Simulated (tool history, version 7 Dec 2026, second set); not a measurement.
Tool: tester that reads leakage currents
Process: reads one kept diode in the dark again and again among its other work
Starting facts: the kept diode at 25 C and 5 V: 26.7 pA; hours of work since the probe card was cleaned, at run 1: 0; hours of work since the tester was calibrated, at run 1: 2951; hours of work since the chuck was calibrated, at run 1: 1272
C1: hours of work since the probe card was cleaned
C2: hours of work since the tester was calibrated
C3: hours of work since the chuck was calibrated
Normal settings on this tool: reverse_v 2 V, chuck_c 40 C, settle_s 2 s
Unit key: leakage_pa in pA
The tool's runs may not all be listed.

Run 1, hour 0: usual settings; C1 0; C2 2951; C3 1272. Result: leakage_pa 45.37 pA.
Run 2, hour 122.3: usual settings; C1 64; C2 3015; C3 1336. Result: leakage_pa 45.25 pA.
Run 3, hour 264.3: usual settings; C1 138; C2 3089; C3 1410. Result: leakage_pa 45.32 pA.
Run 4, hour 397.2: usual settings; C1 207; C2 3158; C3 1479. Result: leakage_pa 45.29 pA.
Run 5, hour 534.1: usual settings; C1 279; C2 3230; C3 1551. Result: leakage_pa 45.61 pA.
Run 6, hour 601.9: usual settings but reverse_v 4.21 V; C1 314; C2 3265; C3 1586. Result: leakage_pa 68.47 pA.
Run 7, hour 694.5: usual settings; C1 362; C2 3313; C3 1634. Result: leakage_pa 45.27 pA.
Run 8, hour 851.8: usual settings; C1 444; C2 3395; C3 1716. Result: leakage_pa 45.38 pA.
At hour 891.5: chuck's temperature calibrated.
Run 9, hour 1002.8: usual settings; C1 522; C2 3473; C3 58. Result: leakage_pa 45.4 pA.
Run 10, hour 1149.1: usual settings; C1 599; C2 3549; C3 134. Result: leakage_pa 45.33 pA.
Run 11, hour 1223: usual settings; C1 637; C2 3588; C3 173. Result: leakage_pa 45.31 pA.
Run 12, hour 1383.8: usual settings; C1 721; C2 3672; C3 257. Result: leakage_pa 45.21 pA.
Run 13, hour 1484.9: usual settings; C1 774; C2 3725; C3 310. Result: leakage_pa 45.26 pA.
At hour 1509.5: tester calibrated.
Run 14, hour 1593: usual settings; C1 829; C2 44; C3 365. Result: leakage_pa 45.14 pA.
Run 15, hour 1753.5: usual settings; C1 913; C2 127; C3 449. Result: leakage_pa 45.31 pA.
Run 16, hour 1882.3: usual settings; C1 980; C2 195; C3 516. Result: leakage_pa 45.28 pA.
Run 17, hour 1958.5: usual settings but settle_s 1.18 s; C1 1020; C2 234; C3 556. Result: leakage_pa 45.21 pA.
Run 18, hour 2038: usual settings; C1 1061; C2 276; C3 597. Result: leakage_pa 45.25 pA.
Run 19, hour 2135.5: usual settings but settle_s 0.86 s; C1 1112; C2 327; C3 648. Result: leakage_pa 45.79 pA.
Run 20, hour 2253.9: usual settings but reverse_v 16.02 V; C1 1174; C2 388; C3 710. Result: leakage_pa 144.1 pA.
Run 21, hour 2400.2: usual settings but reverse_v 16.02 V; C1 1250; C2 465; C3 786. Result: leakage_pa 143.87 pA.
Run 22, hour 2546.4: usual settings but reverse_v 1.33 V, settle_s 1.47 s; C1 1327; C2 541; C3 862. Result: leakage_pa 36.09 pA.
Run 23, hour 2698.9: usual settings but reverse_v 1.33 V, settle_s 1.47 s; C1 1406; C2 621; C3 942. Result: leakage_pa 36.13 pA.
Run 24, hour 2766.5: usual settings but reverse_v 4.81 V; C1 1442; C2 656; C3 977. Result: leakage_pa 74.18 pA.
Run 25, hour 2909.4: usual settings but reverse_v 2.58 V; C1 1516; C2 730; C3 1052. Result: leakage_pa 52.4 pA.
Run 26, hour 2984.5: usual settings but reverse_v 1.74 V, settle_s 0.45 s; C1 1555; C2 770; C3 1091. Result: leakage_pa 42.69 pA.
Run 27, hour 3077.5: usual settings but reverse_v 1.12 V, chuck_c 33 C, settle_s 0.6 s; C1 1604; C2 818; C3 1140. Result: leakage_pa 20.98 pA.
Run 28, hour 3186.5: usual settings but reverse_v 12.01 V, chuck_c 21 C, settle_s 6.43 s; C1 1661; C2 875; C3 1197. Result: leakage_pa 32.98 pA.
Run 29, hour 3297.1: usual settings but reverse_v 12.01 V, chuck_c 21 C, settle_s 6.43 s; C1 1718; C2 933; C3 1254. Result: leakage_pa 33.07 pA.
Run 30, hour 3437.7: usual settings but reverse_v 12.01 V, chuck_c 21 C, settle_s 6.43 s; C1 1792; C2 1006; C3 1328. Result: leakage_pa 32.97 pA.
Run 31, hour 3567.8: usual settings but reverse_v 2.51 V, chuck_c 29 C, settle_s 8.47 s; C1 1860; C2 1074; C3 1395. Result: leakage_pa 24.37 pA.
Run 32, hour 3714.8: usual settings but reverse_v 2.51 V, chuck_c 29 C, settle_s 8.47 s; C1 1936; C2 1151; C3 1472. Result: leakage_pa 24.25 pA.
Run 33, hour 3844.7: usual settings but reverse_v 5.42 V, chuck_c 29 C, settle_s 8.47 s; C1 2004; C2 1219; C3 1540. Result: leakage_pa 37.17 pA.
Run 34, hour 3956: usual settings but reverse_v 5.42 V, chuck_c 29 C, settle_s 8.47 s; C1 2062; C2 1277; C3 1598. Result: leakage_pa 37.37 pA.
Run 35, hour 4099.8: usual settings but reverse_v 16.65 V, chuck_c 27 C; C1 2137; C2 1352; C3 1673. Result: leakage_pa 61.87 pA.
At hour 4169.9: probe card cleaned and baked.
At hour 4215.7: chuck's temperature calibrated.
Run 36, hour 4236.9: usual settings but reverse_v 1.02 V; C1 34; C2 1421; C3 11. Result: leakage_pa 31.23 pA.
Run 37, hour 4359.6: usual settings but settle_s 4.35 s; C1 98; C2 1485; C3 75. Result: leakage_pa 45.3 pA.
Run 38, hour 4511.8: usual settings but settle_s 3.33 s; C1 177; C2 1564; C3 155. Result: leakage_pa 45.1 pA.
Run 39, hour 4670.8: usual settings but settle_s 3.33 s; C1 260; C2 1647; C3 238. Result: leakage_pa 45.14 pA.
Run 40, hour 4761.7: usual settings but reverse_v 5.77 V, chuck_c 22 C; C1 308; C2 1694; C3 285. Result: leakage_pa 23.84 pA.

Hidden state at the last listed run before each entry between runs and at the first one after, where it differs:
From run 8 to run 9: chuck's temperature calibrated (hour 891.5)
  true chuck temperature over the reading, C: 0.01 -> 0
  difference, measured minus the result without the unlogged condition, leakage_pa: +0.04 -> +0 pA
From run 13 to run 14: tester calibrated (hour 1509.5)
  current scale over the true one, %: -0.02 -> 0
  difference, measured minus the result without the unlogged condition, leakage_pa: +0.01 -> +0.02 pA
From run 35 to run 36: probe card cleaned and baked (hour 4169.9); chuck's temperature calibrated (hour 4215.7)
  stray current of the dirty probe card, pA a volt: 0.027 -> 0.02; true chuck temperature over the reading, C: 0.02 -> 0
  difference, measured minus the result without the unlogged condition, leakage_pa: +0.18 -> +0.01 pA

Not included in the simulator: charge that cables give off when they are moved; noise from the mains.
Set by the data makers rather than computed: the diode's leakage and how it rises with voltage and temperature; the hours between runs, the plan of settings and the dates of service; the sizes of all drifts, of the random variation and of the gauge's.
